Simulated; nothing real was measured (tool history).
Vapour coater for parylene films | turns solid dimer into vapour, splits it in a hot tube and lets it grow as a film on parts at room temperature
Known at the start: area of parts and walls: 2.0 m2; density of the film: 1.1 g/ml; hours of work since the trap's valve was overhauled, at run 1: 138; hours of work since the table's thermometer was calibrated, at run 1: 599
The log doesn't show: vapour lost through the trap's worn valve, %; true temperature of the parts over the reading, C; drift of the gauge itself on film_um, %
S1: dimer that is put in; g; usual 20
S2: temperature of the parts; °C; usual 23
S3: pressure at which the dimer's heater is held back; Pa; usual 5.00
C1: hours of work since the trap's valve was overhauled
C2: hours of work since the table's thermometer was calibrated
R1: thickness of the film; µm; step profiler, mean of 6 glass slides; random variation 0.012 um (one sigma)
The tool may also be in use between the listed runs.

run	hour	S1	S2	S3	C1	C2	R1
1	0.0	20	23	5.00	138	599	5.49
2	22.9	20	23	5.00	155	617	5.50
3	55.7	20	17	5.00	180	642	6.76
4	91.7	20	23	5.00	208	669	5.45
5	129.1	20	23	5.00	236	698	5.42
6	174.4	20	23	5.00	271	732	5.42
7	211.0	20	23	5.00	299	760	5.41
8	255.8	20	23	5.00	333	794	5.39
9	312.6	16	23	5.00	376	838	4.29
10	356.4	20	20	5.00	410	871	5.94
# hour 409.8: trap's valve overhauled
11	414.1	20	20	5.00	3	912	5.64
# hour 426.8: table's thermometer calibrated
12	465.9	20	20	5.00	42	30	5.33
13	499.1	20	20	5.00	67	55	5.29
14	544.1	20	33	2.49	102	90	3.49
15	574.8	19	25	3.74	125	113	4.28
16	612.3	19	25	3.74	154	142	4.26
17	651.0	19	25	3.74	184	171	4.26
18	699.3	18	15	3.13	220	208	5.75
# hour 749.4: trap's valve overhauled, once more
19	752.4	10	20	5.00	2	246	3.04
20	807.4	20	19	10.36	44	288	6.02
21	851.9	12	22	2.84	78	322	3.50
22	896.1	20	25	5.00	112	355	5.08
23	952.5	20	25	5.00	155	399	5.03
24	1002.3	20	20	8.55	193	437	5.79
25	1036.6	20	20	8.55	219	463	5.78
26	1064.8	25	31	7.74	241	484	4.92

Some steps in R1 between neighbouring runs. How much of each would the tool show without its hidden state too (settings, what came in, random variation), and how much is left for the hidden state, with any gauge scatter that isn't in both results?
Run 11 -> 12: table's thermometer calibrated. R1 -0.31 µm: hidden state -0.33, all else +0.02.
Run 18 -> 19: S1 18 -> 10, S2 15 -> 20, S3 3.13 -> 5.00, trap's valve overhauled, once more. R1 -2.71 µm: hidden state +0.97, all else -3.68.
Run 19 -> 20: S1 10 -> 20, S2 20 -> 19, S3 5.00 -> 10.36. R1 +2.98 µm: hidden state +0.00, all else +2.98.
